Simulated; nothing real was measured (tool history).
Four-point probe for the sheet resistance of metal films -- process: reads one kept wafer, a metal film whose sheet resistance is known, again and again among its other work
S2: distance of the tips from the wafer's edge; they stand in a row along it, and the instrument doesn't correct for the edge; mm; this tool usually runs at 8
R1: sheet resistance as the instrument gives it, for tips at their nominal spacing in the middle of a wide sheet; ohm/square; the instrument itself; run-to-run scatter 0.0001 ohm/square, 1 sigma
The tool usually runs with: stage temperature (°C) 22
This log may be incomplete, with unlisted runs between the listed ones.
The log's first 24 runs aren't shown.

Run 25, day 78.783: usual settings but stage temperature (°C) 26. Result: R1 0.517799 ohm/square.
Run 26, day 82.000: usual settings but stage temperature (°C) 34, S2 15 mm. Result: R1 0.514703 ohm/square.
Run 27, day 86.004: usual settings but stage temperature (°C) 34, S2 15 mm. Result: R1 0.514680 ohm/square.
Run 28, day 90.908: usual settings. Result: R1 0.518600 ohm/square.
Run 29, day 95.200: usual settings but S2 61 mm. Result: R1 0.517410 ohm/square.
Run 30, day 97.612: usual settings but stage temperature (°C) 24, S2 6 mm. Result: R1 0.518734 ohm/square.
Run 31, day 100.983: usual settings but stage temperature (°C) 24, S2 5 mm. Result: R1 0.519701 ohm/square.
Run 32, day 105.579: usual settings but S2 6 mm. Result: R1 0.519218 ohm/square.

Consider 3 possible next runs. They are alternatives, not a sequence: every one starts from the tool as it was left by run 32. What does each give?
Run A, day 108.996: usual settings but stage temperature (°C) 20, S2 7 mm. Result: R1 ?.
Run B, day 108.996: usual settings but stage temperature (°C) 30, S2 74 mm. Result: R1 ?.
Run C, day 108.996: usual settings but stage temperature (°C) 31, S2 26 mm. Result: R1 ?.

run        R1
  A  0.519233
  B  0.515212
  C  0.514644
What these runs would have given with no unlogged condition in the tool:
run        R1
  A  0.523776
  B  0.519749
  C  0.519179

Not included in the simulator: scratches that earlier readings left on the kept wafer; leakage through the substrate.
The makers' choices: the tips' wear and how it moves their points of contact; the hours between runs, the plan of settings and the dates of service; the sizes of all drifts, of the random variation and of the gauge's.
